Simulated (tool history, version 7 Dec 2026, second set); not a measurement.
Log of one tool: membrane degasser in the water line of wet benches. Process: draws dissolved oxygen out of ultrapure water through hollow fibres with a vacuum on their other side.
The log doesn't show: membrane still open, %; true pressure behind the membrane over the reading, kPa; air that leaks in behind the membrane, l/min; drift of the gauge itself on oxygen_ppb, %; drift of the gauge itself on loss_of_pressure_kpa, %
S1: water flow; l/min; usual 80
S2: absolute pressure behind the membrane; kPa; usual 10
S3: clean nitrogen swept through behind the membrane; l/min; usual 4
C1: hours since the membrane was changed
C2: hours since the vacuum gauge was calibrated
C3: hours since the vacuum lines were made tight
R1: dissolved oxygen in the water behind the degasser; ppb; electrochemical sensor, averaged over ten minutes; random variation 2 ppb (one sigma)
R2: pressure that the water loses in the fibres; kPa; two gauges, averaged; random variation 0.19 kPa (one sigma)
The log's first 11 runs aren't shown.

Run 12, day 66.821: usual settings but S3 2.65 l/min; C1 2022; C2 1604; C3 5909. Result: R1 447.1 ppb, R2 39.01 kPa.
Run 13, day 71.708: usual settings but S3 2.65 l/min; C1 2140; C2 1721; C3 6027. Result: R1 448.9 ppb, R2 38.59 kPa.
Run 14, day 79.121: usual settings but S3 2.65 l/min; C1 2318; C2 1899; C3 6205. Result: R1 448.3 ppb, R2 39.04 kPa.
Run 15, day 83.933: usual settings but S3 2.65 l/min; C1 2433; C2 2014; C3 6320. Result: R1 443 ppb, R2 39.27 kPa.
Run 16, day 91.15: usual settings but S1 64 l/min, S3 2.65 l/min; C1 2606; C2 2188; C3 6493. Result: R1 349.7 ppb, R2 31.26 kPa.
Run 17, day 94.475: usual settings but S1 64 l/min, S3 2.65 l/min; C1 2686; C2 2267; C3 6573. Result: R1 353.5 ppb, R2 31.26 kPa.
Run 18, day 100.442: usual settings but S1 67 l/min, S2 9 kPa, S3 2.65 l/min; C1 2829; C2 2411; C3 6716. Result: R1 315.5 ppb, R2 32.76 kPa.
Run 19, day 107.362: usual settings but S1 67 l/min, S2 9 kPa, S3 2.65 l/min; C1 2995; C2 2577; C3 6883. Result: R1 321.2 ppb, R2 32.63 kPa.
At day 111.192: gauge calibrated.
Run 20, day 113.379: usual settings but S1 67 l/min, S2 9 kPa, S3 2.65 l/min; C1 3140; C2 2721; C3 7027. Result: R1 331.8 ppb, R2 32.68 kPa.
Run 21, day 119.875: usual settings but S1 67 l/min, S2 9 kPa, S3 2.65 l/min; C1 3296; C2 2877; C3 7183. Result: R1 329 ppb, R2 32.68 kPa.

The next listed run, before its measurement:
Run 22, day 124.571: usual settings but S1 67 l/min, S2 7.2 kPa, S3 2.65 l/min; C1 3408; C2 2990; C3 7295. Result: R1 ?, R2 ?.

{"run 22": {"R1": 234.6, "R2": 32.45}}
Without the tool's hidden state the same run would have given R1 235.4 ppb, R2 32.44 kPa.
